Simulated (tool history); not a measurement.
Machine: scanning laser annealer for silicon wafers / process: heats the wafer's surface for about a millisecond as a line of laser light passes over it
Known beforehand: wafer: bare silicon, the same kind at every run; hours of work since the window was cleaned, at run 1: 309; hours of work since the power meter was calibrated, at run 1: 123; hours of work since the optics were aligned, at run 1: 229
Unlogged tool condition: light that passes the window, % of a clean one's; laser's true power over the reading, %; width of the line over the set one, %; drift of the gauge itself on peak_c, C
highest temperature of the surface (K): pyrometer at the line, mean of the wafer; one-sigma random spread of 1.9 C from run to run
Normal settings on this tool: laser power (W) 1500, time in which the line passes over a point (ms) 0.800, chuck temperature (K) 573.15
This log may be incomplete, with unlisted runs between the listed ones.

| run | hour | laser power (W) | time in which the line passes over a point (ms) | chuck temperature (K) | hours of work since the window was cleaned | hours of work since the power meter was calibrated | hours of work since the optics were aligned | highest temperature of the surface (K) |
|---|---|---|---|---|---|---|---|---|
| 1 | 0.0 | 1500 | 0.800 | 573.15 | 309 | 123 | 229 | 1376.15 |
| 2 | 11.9 | 1500 | 0.800 | 573.15 | 318 | 131 | 238 | 1372.15 |
| 3 | 23.3 | 1500 | 0.800 | 573.15 | 326 | 139 | 246 | 1370.15 |
| 4 | 35.3 | 1500 | 0.800 | 573.15 | 334 | 148 | 255 | 1371.15 |
| 5 | 47.2 | 1500 | 0.800 | 573.15 | 343 | 156 | 263 | 1369.15 |
| 6 | 55.6 | 1500 | 0.800 | 553.15 | 349 | 162 | 269 | 1351.15 |
| 7 | 64.7 | 1500 | 0.800 | 553.15 | 355 | 169 | 276 | 1353.15 |
| 8 | 75.4 | 1500 | 0.800 | 601.15 | 363 | 177 | 283 | 1400.15 |
| 9 | 89.2 | 1500 | 0.800 | 601.15 | 373 | 187 | 293 | 1400.15 |
| 10 | 102.9 | 1500 | 0.761 | 601.15 | 383 | 196 | 303 | 1385.15 |
| 11 | 114.2 | 1500 | 0.607 | 549.15 | 391 | 204 | 311 | 1256.15 |
| 12 | 125.9 | 1500 | 0.601 | 549.15 | 399 | 213 | 319 | 1255.15 |
| 13 | 133.5 | 1500 | 0.601 | 549.15 | 405 | 218 | 325 | 1254.15 |
|  | 137.4 | window over the wafer cleaned |
| 14 | 148.9 | 1500 | 0.601 | 549.15 | 8 | 228 | 334 | 1256.15 |
| 15 | 156.0 | 1500 | 0.601 | 549.15 | 13 | 233 | 339 | 1253.15 |
| 16 | 165.3 | 1504 | 0.800 | 573.15 | 20 | 239 | 346 | 1372.15 |
| 17 | 174.4 | 1500 | 0.916 | 565.15 | 26 | 246 | 352 | 1413.15 |
| 18 | 186.5 | 1500 | 0.916 | 565.15 | 35 | 255 | 361 | 1413.15 |

The next listed run, before its measurement:
| 19 | 198.6 | 1500 | 0.672 | 559.15 | 44 | 263 | 370 | ? |

{"run 19": {"highest temperature of the surface (K)": 1300.15}}
If the tool had no hidden condition, the same run with the same run-to-run variation would have returned highest temperature of the surface (K) 1300.15.
